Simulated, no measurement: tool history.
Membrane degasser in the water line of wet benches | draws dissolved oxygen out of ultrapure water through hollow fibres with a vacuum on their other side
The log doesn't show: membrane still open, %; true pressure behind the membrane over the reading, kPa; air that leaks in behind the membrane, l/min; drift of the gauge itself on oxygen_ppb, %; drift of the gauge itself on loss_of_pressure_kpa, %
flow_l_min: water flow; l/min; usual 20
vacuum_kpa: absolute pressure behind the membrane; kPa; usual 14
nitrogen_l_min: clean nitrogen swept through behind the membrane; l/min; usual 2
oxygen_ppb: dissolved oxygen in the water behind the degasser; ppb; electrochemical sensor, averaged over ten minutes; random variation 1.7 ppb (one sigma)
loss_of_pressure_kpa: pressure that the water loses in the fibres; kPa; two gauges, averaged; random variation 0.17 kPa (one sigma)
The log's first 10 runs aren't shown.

run,hour,flow_l_min,vacuum_kpa,nitrogen_l_min,hours since the membrane was changed,hours since the vacuum gauge was calibrated,hours since the vacuum lines were made tight,oxygen_ppb,loss_of_pressure_kpa
11,453.8,13,24.9,2,1571,4026,620,328.1,18.89
12,493.5,13,24.9,2,1610,4066,660,326.9,19
13,552.3,20,14,2,1669,4124,719,261.3,28.88
# hour 580.8: gauge calibrated
14,613.8,20,14,2,1731,4186,780,260.6,29.89
15,642,20,10.8,2,1759,4214,808,187.7,29.83
16,677.9,20,10.8,2,1795,4250,844,186.4,29.6
17,721.9,20,10.8,2,1839,4294,888,186,30.05
18,758.7,16,12,5.74,1876,4331,925,62.3,23.58
19,814.4,16,12,5.74,1931,4386,981,62.5,23.47
20,856.2,18,14.5,1.35,1973,4428,1023,340.4,26.66
21,894.4,23,9.6,1.35,2011,4466,1061,261.3,33.7
22,950.4,23,9.6,1.35,2067,4522,1117,262,33.59
23,998.5,25,9.2,1.35,2115,4571,1165,275.3,36.47
24,1060.1,25,9.2,1.35,2177,4632,1226,277.9,36.18
25,1107,15,10.5,1.31,2224,4679,1273,193.4,21.77

Run 26 comes next. What will it give?
26,1138.9,15,10.5,1.31,2256,4711,1305,?,?

Run 26 gave oxygen_ppb 194.2 ppb, loss_of_pressure_kpa 22.18 kPa.
Without the tool's hidden state the same run would have given oxygen_ppb 194 ppb, loss_of_pressure_kpa 22.82 kPa.

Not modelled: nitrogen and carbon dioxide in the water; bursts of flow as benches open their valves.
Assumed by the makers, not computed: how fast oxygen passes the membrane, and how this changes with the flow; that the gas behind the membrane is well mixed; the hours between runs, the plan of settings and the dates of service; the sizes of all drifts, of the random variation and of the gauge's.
